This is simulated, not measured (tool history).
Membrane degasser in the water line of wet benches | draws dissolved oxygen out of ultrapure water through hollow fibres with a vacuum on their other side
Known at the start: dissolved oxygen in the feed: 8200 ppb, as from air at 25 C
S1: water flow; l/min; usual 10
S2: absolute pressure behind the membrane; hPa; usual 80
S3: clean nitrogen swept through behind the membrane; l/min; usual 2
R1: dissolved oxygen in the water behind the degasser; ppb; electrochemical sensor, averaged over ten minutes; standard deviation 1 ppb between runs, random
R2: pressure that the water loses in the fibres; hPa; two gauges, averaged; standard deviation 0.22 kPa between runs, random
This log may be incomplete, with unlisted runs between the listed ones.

{"run": 1, "hour": 0.0, "S1": 10, "S2": 80, "S3": 2, "R1": 96.9, "R2": 551.4}
{"run": 2, "hour": 313.0, "S1": 10, "S2": 80, "S3": 4.09, "R1": 70.5, "R2": 547.3}
{"run": 3, "hour": 525.1, "S1": 10, "S2": 80, "S3": 4.09, "R1": 68.7, "R2": 552.6}
{"run": 4, "hour": 872.1, "S1": 10, "S2": 80, "S3": 4.09, "R1": 68.9, "R2": 549.1}
{"run": 5, "hour": 1059.2, "S1": 10, "S2": 57.5, "S3": 2, "R1": 72, "R2": 549.3}
{"run": 6, "hour": 1286.4, "S1": 10, "S2": 101.5, "S3": 2, "R1": 124.7, "R2": 549.2}
{"run": 7, "hour": 1530.7, "S1": 10, "S2": 80, "S3": 2, "R1": 98.5, "R2": 549.5}
{"run": 8, "hour": 1761.8, "S1": 10, "S2": 80, "S3": 2, "R1": 98.4, "R2": 546.7}
{"run": 9, "hour": 1945.9, "S1": 10, "S2": 80, "S3": 2, "R1": 98.4, "R2": 546.5}
{"run": 10, "hour": 2185.0, "S1": 15, "S2": 80, "S3": 2, "R1": 258.9, "R2": 818.3}
{"run": 11, "hour": 2485.0, "S1": 10, "S2": 127.9, "S3": 2, "R1": 156.8, "R2": 544.9}
{"hour": 2515.8, "done": "vacuum gauge calibrated"}
{"run": 12, "hour": 2675.2, "S1": 10, "S2": 127.9, "S3": 5.65, "R1": 83.6, "R2": 541.8}
{"run": 13, "hour": 2837.5, "S1": 10, "S2": 80, "S3": 3.46, "R1": 73.3, "R2": 543.2}
{"run": 14, "hour": 3037.6, "S1": 10, "S2": 80, "S3": 5.92, "R1": 59.3, "R2": 541.2}
{"run": 15, "hour": 3208.7, "S1": 10, "S2": 80, "S3": 5.92, "R1": 60.6, "R2": 545.2}
{"run": 16, "hour": 3470.7, "S1": 14, "S2": 80, "S3": 2, "R1": 223.5, "R2": 763.1}
{"run": 17, "hour": 3655.0, "S1": 13, "S2": 165.9, "S3": 1.37, "R1": 394.4, "R2": 707.9}
{"run": 18, "hour": 3932.1, "S1": 8, "S2": 136.6, "S3": 1.21, "R1": 177.5, "R2": 435.4}
{"run": 19, "hour": 4123.3, "S1": 7, "S2": 179.3, "S3": 0.95, "R1": 265, "R2": 383}
{"run": 20, "hour": 4276.2, "S1": 12, "S2": 59.3, "S3": 4.8, "R1": 100.8, "R2": 648.4}
{"hour": 4395.9, "done": "membrane cartridge changed"}
{"run": 21, "hour": 4457.0, "S1": 10, "S2": 57.9, "S3": 2, "R1": 72, "R2": 538.8}
{"hour": 4528.7, "done": "gauge calibrated"}
{"hour": 4609.6, "done": "seals of the vacuum lines changed"}
{"run": 22, "hour": 4717.4, "S1": 8, "S2": 57.9, "S3": 2, "R1": 39.2, "R2": 441.1}
{"run": 23, "hour": 5050.6, "S1": 11, "S2": 87.9, "S3": 3.99, "R1": 96.7, "R2": 604.9}
{"run": 24, "hour": 5265.4, "S1": 16, "S2": 80, "S3": 2.62, "R1": 288.4, "R2": 881.6}
{"run": 25, "hour": 5444.9, "S1": 15, "S2": 93.8, "S3": 2, "R1": 287.1, "R2": 826.2}
{"run": 26, "hour": 5771.2, "S1": 7, "S2": 80, "S3": 2, "R1": 47.4, "R2": 383.7}
{"run": 27, "hour": 6113.3, "S1": 15, "S2": 107.4, "S3": 2.16, "R1": 298.8, "R2": 822.7}
{"run": 28, "hour": 6299.1, "S1": 7, "S2": 107.4, "S3": 2.16, "R1": 66.7, "R2": 384.5}
{"run": 29, "hour": 6524.8, "S1": 7, "S2": 107.4, "S3": 2.16, "R1": 66.7, "R2": 381.7}
{"run": 30, "hour": 6819.5, "S1": 7, "S2": 189.3, "S3": 2.56, "R1": 113.1, "R2": 378.9}
{"run": 31, "hour": 7068.6, "S1": 7, "S2": 184, "S3": 1.79, "R1": 152.6, "R2": 383.1}

What if the next run were any one of these 5? Each begins from the tool's condition after run 31:
{"hour": 7095.8, "done": "vacuum gauge calibrated"}
{"run": "A", "hour": 7322.2, "S1": 12, "S2": 188.3, "S3": 5.2, "R1": "?", "R2": "?"}
{"hour": 7095.8, "done": "vacuum gauge calibrated"}
{"run": "B", "hour": 7322.2, "S1": 10, "S2": 96, "S3": 3.58, "R1": "?", "R2": "?"}
{"hour": 7095.8, "done": "vacuum gauge calibrated"}
{"run": "C", "hour": 7322.2, "S1": 7, "S2": 143.3, "S3": 1.04, "R1": "?", "R2": "?"}
{"hour": 7095.8, "done": "vacuum gauge calibrated"}
{"run": "D", "hour": 7322.2, "S1": 10, "S2": 80, "S3": 1.51, "R1": "?", "R2": "?"}
{"hour": 7095.8, "done": "vacuum gauge calibrated"}
{"run": "E", "hour": 7322.2, "S1": 10, "S2": 132.9, "S3": 2, "R1": "?", "R2": "?"}

run=A R1=173.3 R2=648.3
run=B R1=83 R2=540.6
run=C R1=182.6 R2=380.1
run=D R1=116.2 R2=546.5
run=E R1=163.2 R2=544
Without the tool's hidden state the same runs would have given:
run=A R1=173.2 R2=657
run=B R1=82.9 R2=547.9
run=C R1=182.5 R2=385.2
run=D R1=116.1 R2=553.9
run=E R1=163 R2=551.4
